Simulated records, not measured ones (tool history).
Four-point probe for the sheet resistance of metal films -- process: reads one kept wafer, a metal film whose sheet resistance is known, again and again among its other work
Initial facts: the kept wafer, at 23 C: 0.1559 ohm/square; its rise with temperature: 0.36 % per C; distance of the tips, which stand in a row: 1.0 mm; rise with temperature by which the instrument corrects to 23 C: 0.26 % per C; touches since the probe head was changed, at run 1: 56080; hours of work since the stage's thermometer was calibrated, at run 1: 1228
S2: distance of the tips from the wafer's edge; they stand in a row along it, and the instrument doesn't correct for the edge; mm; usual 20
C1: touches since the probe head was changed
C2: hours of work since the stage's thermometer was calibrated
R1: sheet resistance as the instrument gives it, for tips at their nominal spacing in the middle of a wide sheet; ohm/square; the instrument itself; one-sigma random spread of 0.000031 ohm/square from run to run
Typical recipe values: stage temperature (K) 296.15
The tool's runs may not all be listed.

Run 1, hour 0: usual settings; C1 56080; C2 1228. Result: R1 0.155575 ohm/square.
Run 2, hour 47: usual settings; C1 57572; C2 1256. Result: R1 0.155492 ohm/square.
Run 3, hour 85.3: usual settings; C1 58789; C2 1279. Result: R1 0.155543 ohm/square.
Run 4, hour 133.6: usual settings; C1 60326; C2 1308. Result: R1 0.155456 ohm/square.
Run 5, hour 166.7: usual settings; C1 61375; C2 1327. Result: R1 0.155449 ohm/square.
Run 6, hour 216.4: usual settings; C1 62957; C2 1357. Result: R1 0.155423 ohm/square.
Run 7, hour 242.8: usual settings; C1 63795; C2 1372. Result: R1 0.155417 ohm/square.
Run 8, hour 273.5: usual settings; C1 64772; C2 1391. Result: R1 0.1554 ohm/square.
Run 9, hour 306.1: usual settings; C1 65807; C2 1410. Result: R1 0.155409 ohm/square.
Run 10, hour 358.2: usual settings; C1 67463; C2 1441. Result: R1 0.155394 ohm/square.
Run 11, hour 408.8: usual settings; C1 69068; C2 1471. Result: R1 0.155384 ohm/square.
Run 12, hour 441.7: usual settings; C1 70113; C2 1491. Result: R1 0.155299 ohm/square.
Run 13, hour 475.7: usual settings; C1 71195; C2 1511. Result: R1 0.155292 ohm/square.
Run 14, hour 506: usual settings; C1 72158; C2 1529. Result: R1 0.155283 ohm/square.
Run 15, hour 561.2: usual settings; C1 73913; C2 1561. Result: R1 0.155224 ohm/square.
Run 16, hour 618: usual settings; C1 75716; C2 1595. Result: R1 0.155277 ohm/square.
Run 17, hour 664.1: usual settings; C1 77180; C2 1622. Result: R1 0.155202 ohm/square.
Run 18, hour 716.6: usual settings; C1 78850; C2 1654. Result: R1 0.155186 ohm/square.
Run 19, hour 744.6: usual settings; C1 79739; C2 1670. Result: R1 0.155181 ohm/square.
Run 20, hour 803.4: usual settings; C1 81610; C2 1705. Result: R1 0.155172 ohm/square.
Run 21, hour 858.8: usual settings but S2 40 mm; C1 83368; C2 1738. Result: R1 0.154944 ohm/square.
Run 22, hour 902.7: usual settings; C1 84763; C2 1764. Result: R1 0.155084 ohm/square.
Run 23, hour 945.9: usual settings; C1 86138; C2 1790. Result: R1 0.155022 ohm/square.
Run 24, hour 970.7: usual settings but stage temperature (K) 292.15, S2 27 mm; C1 86924; C2 1804. Result: R1 0.154401 ohm/square.
Run 25, hour 997.8: usual settings but stage temperature (K) 302.15, S2 12 mm; C1 87784; C2 1821. Result: R1 0.15622 ohm/square.
Run 26, hour 1039.9: usual settings but stage temperature (K) 298.15, S2 16 mm; C1 89124; C2 1846. Result: R1 0.155465 ohm/square.
Run 27, hour 1067.6: usual settings but stage temperature (K) 302.15, S2 16 mm; C1 90003; C2 1862. Result: R1 0.155968 ohm/square.

Run 28 is up next; what results do you expect?
Run 28, hour 1122.8: usual settings but stage temperature (K) 304.15, S2 37 mm; C1 91757; C2 1895. Result: R1 ?.

{"run 28": {"R1": 0.155994}}
If the tool had no hidden condition, the same run with the same run-to-run variation would have returned R1 0.157141 ohm/square.
